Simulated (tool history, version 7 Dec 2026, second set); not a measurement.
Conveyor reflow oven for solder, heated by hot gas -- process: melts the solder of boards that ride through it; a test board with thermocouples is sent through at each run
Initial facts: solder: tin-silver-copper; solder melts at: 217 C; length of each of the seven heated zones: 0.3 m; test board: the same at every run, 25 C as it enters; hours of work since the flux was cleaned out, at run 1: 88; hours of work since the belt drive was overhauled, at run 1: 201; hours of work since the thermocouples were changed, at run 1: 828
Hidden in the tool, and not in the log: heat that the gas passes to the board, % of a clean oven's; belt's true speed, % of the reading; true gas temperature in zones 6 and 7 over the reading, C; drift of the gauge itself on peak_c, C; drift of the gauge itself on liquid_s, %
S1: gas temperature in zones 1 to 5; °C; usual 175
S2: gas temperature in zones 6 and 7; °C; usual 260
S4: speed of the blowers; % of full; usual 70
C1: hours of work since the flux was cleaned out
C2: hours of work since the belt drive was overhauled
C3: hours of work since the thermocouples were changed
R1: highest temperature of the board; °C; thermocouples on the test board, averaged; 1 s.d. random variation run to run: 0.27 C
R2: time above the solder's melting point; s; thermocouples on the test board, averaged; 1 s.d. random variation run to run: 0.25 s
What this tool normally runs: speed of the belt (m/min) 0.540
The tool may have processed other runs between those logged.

Run 1, day 0.000: usual settings; C1 88; C2 201; C3 828. Result: R1 247.3 °C, R2 47.9 s.
Run 2, day 0.383: usual settings; C1 94; C2 207; C3 834. Result: R1 247.2 °C, R2 48.0 s.
Run 3, day 0.654: usual settings; C1 98; C2 211; C3 838. Result: R1 247.3 °C, R2 48.1 s.
Run 4, day 1.004: usual settings; C1 103; C2 216; C3 844. Result: R1 247.0 °C, R2 47.3 s.
Run 5, day 1.288: usual settings; C1 107; C2 220; C3 848. Result: R1 247.5 °C, R2 48.0 s.
Run 6, day 1.717: usual settings but S4 50 % of full; C1 114; C2 227; C3 855. Result: R1 244.3 °C, R2 44.9 s.
Run 7, day 2.025: usual settings but S4 50 % of full; C1 119; C2 232; C3 859. Result: R1 244.6 °C, R2 44.4 s.
Run 8, day 2.238: usual settings but S4 50 % of full; C1 122; C2 235; C3 863. Result: R1 244.5 °C, R2 44.4 s.
Run 9, day 2.571: usual settings but S4 50 % of full; C1 127; C2 240; C3 868. Result: R1 244.4 °C, R2 44.5 s.
Run 10, day 2.967: usual settings but S4 50 % of full; C1 133; C2 246; C3 874. Result: R1 244.4 °C, R2 44.3 s.
Run 11, day 3.362: usual settings but S4 72 % of full; C1 139; C2 252; C3 880. Result: R1 247.6 °C, R2 48.0 s.
Run 12, day 3.796: usual settings but S4 87 % of full; C1 146; C2 259; C3 886. Result: R1 248.4 °C, R2 49.6 s.
Run 13, day 4.162: usual settings but speed of the belt (m/min) 0.448; C1 151; C2 264; C3 892. Result: R1 251.4 °C, R2 63.1 s.
Run 14, day 4.496: usual settings but speed of the belt (m/min) 0.473; C1 156; C2 269; C3 897. Result: R1 250.5 °C, R2 58.2 s.
Run 15, day 4.892: usual settings but S4 78 % of full; C1 163; C2 275; C3 903. Result: R1 248.6 °C, R2 48.9 s.
Run 16, day 5.225: usual settings but S4 78 % of full; C1 168; C2 281; C3 908. Result: R1 248.1 °C, R2 48.2 s.
Run 17, day 5.633: usual settings but S2 250 °C, speed of the belt (m/min) 0.633; C1 174; C2 287; C3 914. Result: R1 234.5 °C, R2 28.9 s.
Run 18, day 5.850: usual settings but S2 255 °C, speed of the belt (m/min) 0.541; C1 177; C2 290; C3 918. Result: R1 242.7 °C, R2 44.1 s.
Run 19, day 6.079: usual settings but S2 255 °C, speed of the belt (m/min) 0.541; C1 181; C2 294; C3 921. Result: R1 242.5 °C, R2 44.1 s.
Run 20, day 6.375: usual settings but S1 181 °C, S2 255 °C, speed of the belt (m/min) 0.541, S4 86 % of full; C1 185; C2 298; C3 926. Result: R1 244.9 °C, R2 48.8 s.
Run 21, day 6.788: usual settings but S2 270 °C, speed of the belt (m/min) 0.522, S4 83 % of full; C1 191; C2 304; C3 932. Result: R1 259.3 °C, R2 56.9 s.
Run 22, day 7.004: usual settings but S1 183 °C, S2 270 °C, speed of the belt (m/min) 0.552, S4 63 % of full; C1 195; C2 308; C3 935. Result: R1 256.0 °C, R2 53.8 s.
Run 23, day 7.254: usual settings but S1 183 °C, S2 270 °C, speed of the belt (m/min) 0.552, S4 63 % of full; C1 199; C2 311; C3 939. Result: R1 255.7 °C, R2 53.8 s.
Run 24, day 7.662: usual settings but S1 183 °C, S2 270 °C, speed of the belt (m/min) 0.552, S4 63 % of full; C1 205; C2 318; C3 945. Result: R1 256.1 °C, R2 54.3 s.
Run 25, day 8.008: usual settings but S1 183 °C, S2 270 °C, speed of the belt (m/min) 0.552, S4 63 % of full; C1 210; C2 323; C3 951. Result: R1 255.9 °C, R2 53.8 s.
Run 26, day 8.350: usual settings but S1 173 °C, S4 80 % of full; C1 215; C2 328; C3 956. Result: R1 247.9 °C, R2 47.9 s.
At day 8.612: flux residue cleaned out of gas plates and filters.
Run 27, day 8.808: usual settings but S2 258 °C, speed of the belt (m/min) 0.481, S4 77 % of full; C1 3; C2 332; C3 960. Result: R1 249.1 °C, R2 56.5 s.
Run 28, day 9.017: usual settings but S2 258 °C, speed of the belt (m/min) 0.481, S4 77 % of full; C1 6; C2 335; C3 963. Result: R1 248.8 °C, R2 56.5 s.
Run 29, day 9.442: usual settings but S1 169 °C, S2 258 °C, speed of the belt (m/min) 0.481, S4 77 % of full; C1 13; C2 342; C3 969. Result: R1 248.5 °C, R2 54.2 s.
Run 30, day 9.792: usual settings but S1 185 °C, S2 272 °C; C1 18; C2 347; C3 975. Result: R1 259.8 °C, R2 58.0 s.

4 options for the next run, each taken on its own from the tool as it stands now. Forecast them:
Run A, day 9.967: usual settings but S1 181 °C, S2 250 °C, S4 72 % of full; C1 21; C2 350; C3 977. Result: R1 ?, R2 ?.
Run B, day 9.967: usual settings but S4 57 % of full; C1 21; C2 350; C3 977. Result: R1 ?, R2 ?.
Run C, day 9.967: usual settings but S1 165 °C, S2 257 °C; C1 21; C2 350; C3 977. Result: R1 ?, R2 ?.
Run D, day 9.967: usual settings but S2 267 °C, S4 53 % of full; C1 21; C2 350; C3 977. Result: R1 ?, R2 ?.

run     R1    R2
  A  240.2  43.9
  B  245.7  45.6
  C  243.2  41.2
  D  250.8  49.0
The same runs, with their run-to-run variation unchanged, on a tool lacking any hidden condition would have given:
run     R1    R2
  A  240.3  43.9
  B  245.7  45.6
  C  243.2  41.3
  D  250.9  49.0
